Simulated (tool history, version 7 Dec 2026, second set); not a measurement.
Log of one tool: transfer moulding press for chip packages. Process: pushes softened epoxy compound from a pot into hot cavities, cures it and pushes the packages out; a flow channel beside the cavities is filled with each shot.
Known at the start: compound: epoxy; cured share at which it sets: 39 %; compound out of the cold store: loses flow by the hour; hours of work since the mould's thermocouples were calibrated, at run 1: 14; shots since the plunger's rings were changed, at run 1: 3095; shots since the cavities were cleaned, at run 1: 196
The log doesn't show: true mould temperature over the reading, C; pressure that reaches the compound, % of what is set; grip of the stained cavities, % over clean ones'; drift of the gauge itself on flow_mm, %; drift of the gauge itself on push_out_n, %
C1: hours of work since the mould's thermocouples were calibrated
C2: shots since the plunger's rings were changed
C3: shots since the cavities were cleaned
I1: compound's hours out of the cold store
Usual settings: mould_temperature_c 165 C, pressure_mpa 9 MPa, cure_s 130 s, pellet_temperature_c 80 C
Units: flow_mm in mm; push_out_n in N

Run 1, day 0: usual settings; C1 14; C2 3095; C3 196; I1 20.1. Result: flow_mm 652 mm, push_out_n 606 N.
Run 2, day 0.871: usual settings but pellet_temperature_c 73 C; C1 28; C2 3307; C3 408; I1 35.3. Result: flow_mm 622 mm, push_out_n 668 N.
At day 1.354: cavities cleaned with cleaning compound and waxed.
Run 3, day 2.7: usual settings but pellet_temperature_c 73 C; C1 58; C2 3736; C3 327; I1 39.4. Result: flow_mm 614 mm, push_out_n 639 N.
At day 3.421: cavities cleaned with cleaning compound and waxed.
Run 4, day 4.092: usual settings but pellet_temperature_c 73 C; C1 81; C2 4059; C3 163; I1 40.5. Result: flow_mm 601 mm, push_out_n 617 N.
At day 5.504: cavities cleaned with cleaning compound and waxed.
Run 5, day 5.579: usual settings but mould_temperature_c 169 C; C1 105; C2 4406; C3 19; I1 44.4. Result: flow_mm 592 mm, push_out_n 474 N.
At day 6.225: plunger's sealing rings changed.
Run 6, day 6.962: usual settings but mould_temperature_c 169 C; C1 127; C2 179; C3 329; I1 8.6. Result: flow_mm 700 mm, push_out_n 567 N.
At day 7.662: cavities cleaned with cleaning compound and waxed.
Run 7, day 7.746: usual settings but mould_temperature_c 169 C; C1 139; C2 355; C3 21; I1 34.8. Result: flow_mm 643 mm, push_out_n 468 N.
Run 8, day 8.612: usual settings but cure_s 125 s; C1 154; C2 566; C3 232; I1 19.1. Result: flow_mm 676 mm, push_out_n 652 N.
At day 8.854: mould's thermocouples calibrated.
Run 9, day 9.554: usual settings but cure_s 125 s; C1 12; C2 774; C3 440; I1 29.2. Result: flow_mm 658 mm, push_out_n 687 N.
At day 9.829: cavities cleaned with cleaning compound and waxed.
Run 10, day 10.667: usual settings but mould_temperature_c 171 C, pressure_mpa 10.85 MPa, cure_s 165 s, pellet_temperature_c 76 C; C1 30; C2 1029; C3 204; I1 10.4. Result: flow_mm 738 mm, push_out_n 524 N.
Run 11, day 11.558: usual settings but pressure_mpa 9.22 MPa, cure_s 114 s, pellet_temperature_c 88 C; C1 45; C2 1246; C3 421; I1 20. Result: flow_mm 677 mm, push_out_n 819 N.
At day 11.996: cavities cleaned with cleaning compound and waxed.
Run 12, day 12.804: usual settings but mould_temperature_c 162 C, pressure_mpa 7.47 MPa, cure_s 114 s, pellet_temperature_c 70 C; C1 65; C2 1533; C3 197; I1 15.6. Result: flow_mm 613 mm, push_out_n 962 N.

Forecast each of these 3 alternatives for the next run:
Run A, day 13.921: usual settings but mould_temperature_c 168 C, pressure_mpa 7.47 MPa, cure_s 114 s, pellet_temperature_c 75 C; C1 84; C2 1804; C3 468; I1 30.3. Result: flow_mm ?, push_out_n ?.
Run B, day 13.921: usual settings but mould_temperature_c 159 C, pellet_temperature_c 88 C; C1 84; C2 1804; C3 468; I1 34.4. Result: flow_mm ?, push_out_n ?.
Run C, day 13.921: usual settings but cure_s 146 s, pellet_temperature_c 82 C; C1 84; C2 1804; C3 468; I1 26.3. Result: flow_mm ?, push_out_n ?.

run  flow_mm  push_out_n
  A      580         688
  B      648         887
  C      642         600
Without the tool's hidden state the same runs would have given:
run  flow_mm  push_out_n
  A      596         518
  B      666         671
  C      660         452
